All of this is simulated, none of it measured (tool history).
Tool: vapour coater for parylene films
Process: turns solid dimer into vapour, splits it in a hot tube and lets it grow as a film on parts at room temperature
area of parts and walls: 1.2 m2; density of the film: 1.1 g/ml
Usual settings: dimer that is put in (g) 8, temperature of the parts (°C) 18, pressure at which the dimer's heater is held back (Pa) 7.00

run,day,dimer that is put in (g),temperature of the parts (°C),pressure at which the dimer's heater is held back (Pa),thickness of the film (um)
1,0.000,8,18,7.00,4.36
2,0.429,8,19,7.00,4.27
3,1.133,8,18,7.00,4.34
4,1.658,8,20,7.00,4.17
5,2.225,8,17,7.00,4.37
# day 2.854: trap's valve overhauled
6,2.908,8,18,4.93,4.77
7,3.521,8,25,4.93,4.24
8,3.967,8,25,7.00,4.00
9,4.796,8,18,7.00,4.54
10,5.154,8,18,7.00,4.50
11,5.883,8,18,7.00,4.46
12,6.396,8,18,2.94,5.03
13,7.100,8,18,3.04,4.97
14,7.858,8,18,7.00,4.44
15,8.667,6,18,7.00,3.31
16,9.179,7,18,7.00,3.87
17,9.612,7,18,7.00,3.83
18,10.042,7,18,7.00,3.80
19,10.733,7,18,7.00,3.83
20,11.579,7,18,7.00,3.80
21,12.100,8,18,2.70,4.92
22,12.483,8,18,2.70,4.93
23,13.338,8,18,2.70,4.90
24,14.121,8,18,2.70,4.88
25,14.971,8,18,5.90,4.39
# day 15.062: table's thermometer calibrated
26,15.583,4,18,4.71,2.26
# day 16.162: trap's valve overhauled
27,16.462,4,10,10.21,2.48
# day 16.567: table's thermometer calibrated, once more
28,17.204,8,15,5.62,4.97
29,17.900,6,18,2.77,3.90
30,18.358,9,18,4.40,5.47
31,18.746,4,18,4.40,2.44
32,19.442,4,18,4.40,2.41
33,19.938,4,19,7.12,2.23
34,20.362,11,29,4.29,5.54
35,20.767,3,29,4.29,1.51
36,21.588,8,25,6.93,4.02
37,22.088,12,27,2.86,6.57
38,22.758,4,25,2.86,2.24
39,23.267,8,11,11.84,4.70
40,23.754,3,12,3.84,2.00
41,24.575,5,18,11.70,2.55
42,25.208,5,18,11.70,2.57
43,25.708,5,22,3.73,2.79
44,26.571,5,16,11.19,2.66
45,27.204,7,17,5.82,3.95
46,27.779,7,17,5.82,3.97
47,28.546,7,17,5.82,3.93

The same runs without the tool's hidden state, with the same run-to-run variation:
The hidden state here: vapour lost through the trap's worn valve, %; true temperature of the parts over the reading, C; drift of the gauge itself on film_um, %.
run,thickness of the film (um)
1,4.63
2,4.55
3,4.64
4,4.48
5,4.70
6,4.84
7,4.32
8,4.08
9,4.65
10,4.62
11,4.60
12,5.20
13,5.15
14,4.62
15,3.47
16,4.06
17,4.03
18,4.00
19,4.05
20,4.03
21,5.24
22,5.26
23,5.26
24,5.26
25,4.76
26,2.46
27,2.52
28,5.00
29,3.94
30,5.54
31,2.47
32,2.46
33,2.28
34,5.67
35,1.55
36,4.14
37,6.78
38,2.32
39,4.88
40,2.08
41,2.67
42,2.70
43,2.94
44,2.81
45,4.20
46,4.24
47,4.20
